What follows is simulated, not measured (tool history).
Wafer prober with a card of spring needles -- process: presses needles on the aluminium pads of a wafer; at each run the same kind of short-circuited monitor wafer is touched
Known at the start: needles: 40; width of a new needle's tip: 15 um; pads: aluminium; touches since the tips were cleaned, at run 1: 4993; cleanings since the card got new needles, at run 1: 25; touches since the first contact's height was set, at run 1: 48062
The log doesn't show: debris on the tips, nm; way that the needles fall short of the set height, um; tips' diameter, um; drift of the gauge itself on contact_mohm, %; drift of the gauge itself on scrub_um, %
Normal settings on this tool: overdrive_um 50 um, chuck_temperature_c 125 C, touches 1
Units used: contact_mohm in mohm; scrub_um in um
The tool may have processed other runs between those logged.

| run | hour | overdrive_um | chuck_temperature_c | touches | touches since the tips were cleaned | cleanings since the card got new needles | touches since the first contact's height was set | contact_mohm | scrub_um |
|---|---|---|---|---|---|---|---|---|---|
| 1 | 0.0 | 50 | 125 | 1 | 4993 | 25 | 48062 | 208 | 8.90 |
|  | 11.6 | tips cleaned on abrasive film |
|  | 45.5 | tips cleaned on abrasive film |
|  | 84.2 | tips cleaned on abrasive film |
| 2 | 94.2 | 50 | 125 | 2 | 1964 | 28 | 66547 | 205 | 8.92 |
|  | 124.3 | tips cleaned on abrasive film |
|  | 158.5 | tips cleaned on abrasive film |
| 3 | 182.9 | 50 | 125 | 2 | 4798 | 30 | 83970 | 203 | 8.92 |
|  | 196.8 | tips cleaned on abrasive film |
|  | 232.9 | tips cleaned on abrasive film |
|  | 269.5 | tips cleaned on abrasive film |
| 4 | 275.9 | 37 | 125 | 2 | 1252 | 33 | 102218 | 211 | 6.61 |
|  | 306.9 | tips cleaned on abrasive film |
|  | 345.9 | tips cleaned on abrasive film |
| 5 | 358.7 | 37 | 125 | 2 | 2512 | 35 | 118484 | 215 | 6.60 |
|  | 384.8 | tips cleaned on abrasive film |
| 6 | 415.8 | 37 | 125 | 2 | 6114 | 36 | 129711 | 209 | 6.59 |
|  | 423.9 | tips cleaned on abrasive film |
|  | 456.8 | tips cleaned on abrasive film |
|  | 463.6 | height of the first contact set anew |
| 7 | 482.6 | 37 | 125 | 2 | 5003 | 38 | 3734 | 208 | 6.63 |
|  | 490.7 | tips cleaned on abrasive film |
|  | 525.7 | tips cleaned on abrasive film |
| 8 | 534.3 | 50 | 125 | 1 | 1697 | 40 | 13892 | 204 | 8.96 |
|  | 559.9 | tips cleaned on abrasive film |
|  | 596.1 | tips cleaned on abrasive film |
| 9 | 598.5 | 50 | 125 | 1 | 466 | 42 | 26486 | 202 | 8.96 |
|  | 631.7 | tips cleaned on abrasive film |
|  | 667.7 | tips cleaned on abrasive film |
| 10 | 674.2 | 50 | 125 | 1 | 1282 | 44 | 41341 | 207 | 8.97 |
|  | 704.6 | tips cleaned on abrasive film |
|  | 743.5 | tips cleaned on abrasive film |
| 11 | 762.1 | 64 | 125 | 1 | 3666 | 46 | 58623 | 202 | 11.48 |
|  | 779.9 | tips cleaned on abrasive film |
|  | 814.0 | tips cleaned on abrasive film |
| 12 | 818.3 | 64 | 125 | 1 | 848 | 48 | 69647 | 202 | 11.51 |
|  | 852.5 | tips cleaned on abrasive film |
| 13 | 861.2 | 50 | 100 | 1 | 1709 | 49 | 78067 | 200 | 8.99 |
|  | 890.3 | tips cleaned on abrasive film |
| 14 | 911.9 | 50 | 100 | 1 | 4257 | 50 | 88028 | 200 | 9.01 |
|  | 925.1 | tips cleaned on abrasive film |
|  | 963.7 | tips cleaned on abrasive film |
| 15 | 976.3 | 50 | 100 | 1 | 2475 | 52 | 100666 | 197 | 9.00 |
|  | 997.4 | tips cleaned on abrasive film |
|  | 1035.4 | tips cleaned on abrasive film |
|  | 1068.4 | tips cleaned on abrasive film |
| 16 | 1068.4 | 50 | 36 | 2 | 0 | 55 | 118738 | 186 | 9.00 |
|  | 1101.3 | tips cleaned on abrasive film |
|  | 1134.6 | tips cleaned on abrasive film |
| 17 | 1160.2 | 63 | 36 | 2 | 5040 | 57 | 136786 | 183 | 11.36 |
|  | 1167.0 | height of the first contact set anew |
|  | 1173.3 | tips cleaned on abrasive film |
|  | 1208.7 | tips cleaned on abrasive film |
| 18 | 1229.7 | 63 | 36 | 2 | 4131 | 59 | 12306 | 182 | 11.35 |

For run 19, what comes out?
|  | 1245.1 | tips cleaned on abrasive film |
|  | 1283.6 | tips cleaned on abrasive film |
|  | 1318.8 | tips cleaned on abrasive film |
| 19 | 1324.3 | 64 | 49 | 2 | 1088 | 62 | 30881 | ? | ? |

For run 19 the tool returned contact_mohm 184 mohm, scrub_um 11.58 um.
With the hidden condition absent and the run-to-run variation left alone, this run would have shown contact_mohm 184 mohm, scrub_um 11.42 um.
